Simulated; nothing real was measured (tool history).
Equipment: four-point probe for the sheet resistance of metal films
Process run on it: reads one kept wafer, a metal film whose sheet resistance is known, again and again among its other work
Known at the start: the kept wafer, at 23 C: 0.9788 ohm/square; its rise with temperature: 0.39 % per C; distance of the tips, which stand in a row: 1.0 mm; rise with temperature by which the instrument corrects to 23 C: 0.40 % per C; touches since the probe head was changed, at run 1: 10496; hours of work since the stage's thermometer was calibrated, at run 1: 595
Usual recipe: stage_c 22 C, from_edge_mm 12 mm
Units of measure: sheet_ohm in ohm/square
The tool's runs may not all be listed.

run	hour	stage_c	from_edge_mm	touches since the probe head was changed	hours of work since the stage's thermometer was calibrated	sheet_ohm
1	0.0	22	12	10496	595	0.982532
2	20.5	22	12	11301	610	0.982982
3	50.5	22	12	12480	632	0.982688
4	70.6	18	12	13271	647	0.983165
5	109.1	24	12	14784	675	0.982595
6	137.1	22	12	15884	696	0.983093
7	174.2	22	12	17344	723	0.983304
8	192.8	22	12	18074	736	0.983163
9	221.8	22	12	19215	758	0.983402
10	249.3	22	15	20297	778	0.982061
11	274.0	22	15	21267	796	0.982120
# hour 278.2: stage's thermometer calibrated
12	311.9	22	15	22739	25	0.982199
13	349.8	22	15	24227	52	0.982094
14	388.3	23	15	25743	81	0.982372
15	427.2	32	67	27269	109	0.978957
16	448.8	24	7	28118	125	0.990570

Predict the results of run 17:
17	488.5	24	7	29678	154	?

For run 17 the tool returned sheet_ohm 0.990390 ohm/square.
With no hidden state in the tool, this same run would have given sheet_ohm 0.989304 ohm/square.
